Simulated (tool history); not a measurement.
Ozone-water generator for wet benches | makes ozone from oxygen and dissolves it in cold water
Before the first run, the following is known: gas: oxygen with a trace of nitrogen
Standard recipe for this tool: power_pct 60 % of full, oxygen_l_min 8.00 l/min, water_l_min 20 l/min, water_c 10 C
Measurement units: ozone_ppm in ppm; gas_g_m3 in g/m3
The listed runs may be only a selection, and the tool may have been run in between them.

run,hour,power_pct,oxygen_l_min,water_l_min,water_c,ozone_ppm,gas_g_m3
1,0.0,60,8.00,20,10,27.3,227.3
2,65.1,60,8.00,20,10,27.0,229.8
3,147.0,60,8.00,20,10,27.3,230.9
# hour 199.7: contactor cleaned
4,210.3,60,8.00,20,10,28.5,231.5
5,313.5,60,8.00,18,10,31.2,229.1
6,403.8,60,8.00,18,10,30.8,227.4
7,483.8,60,8.00,18,10,31.0,227.9
8,590.7,60,8.00,20,10,28.2,227.4
9,688.5,60,8.00,20,10,28.5,227.0
10,792.2,60,8.00,20,10,28.2,226.8
11,899.0,60,8.00,20,10,28.3,223.6
# hour 934.3: water thermometer calibrated
12,962.9,60,8.00,20,10,27.7,225.7
13,1035.7,60,8.00,20,10,27.7,226.7
14,1154.3,60,8.00,20,10,28.0,224.9
15,1262.4,60,8.00,20,10,28.0,225.5
16,1382.5,60,8.00,20,10,27.4,225.4
17,1505.5,60,10.60,20,7,29.6,196.9
18,1609.1,60,10.60,15,7,36.0,197.3
19,1680.8,99,6.75,21,9,35.3,320.4
# hour 1786.0: water thermometer calibrated, once more
20,1817.9,93,6.18,15,10,43.7,316.8
21,1890.2,60,10.98,13,5,41.2,190.8
22,2006.8,83,4.73,20,10,30.6,340.8
23,2112.9,83,4.73,20,10,30.2,332.4
24,2241.8,60,8.00,24,10,23.1,219.6
25,2355.5,66,6.52,14,14,35.2,254.6
26,2445.0,48,6.28,13,8,34.0,215.5
27,2577.1,80,8.18,20,7,33.7,256.9
28,2642.6,80,8.18,20,7,32.9,254.2
29,2745.5,80,8.18,20,7,32.7,252.7
30,2810.3,43,8.18,27,7,18.0,179.8
31,2933.7,43,8.18,27,7,17.8,176.8
32,3045.4,43,8.18,27,7,17.6,177.3

Forecast each of these 4 alternatives for the next run:
A,3130.3,42,4.13,20,12,?,?
B,3130.3,60,8.00,17,10,?,?
C,3130.3,43,6.20,27,7,?,?
D,3130.3,64,6.01,16,10,?,?

run,ozone_ppm,gas_g_m3
A,19.3,237.6
B,30.4,218.4
C,16.8,201.3
D,32.5,256.2
Without the tool's unlogged condition, the same runs would have read:
run,ozone_ppm,gas_g_m3
A,21.6,256.8
B,34.7,241.7
C,18.9,217.9
D,37.2,284.6

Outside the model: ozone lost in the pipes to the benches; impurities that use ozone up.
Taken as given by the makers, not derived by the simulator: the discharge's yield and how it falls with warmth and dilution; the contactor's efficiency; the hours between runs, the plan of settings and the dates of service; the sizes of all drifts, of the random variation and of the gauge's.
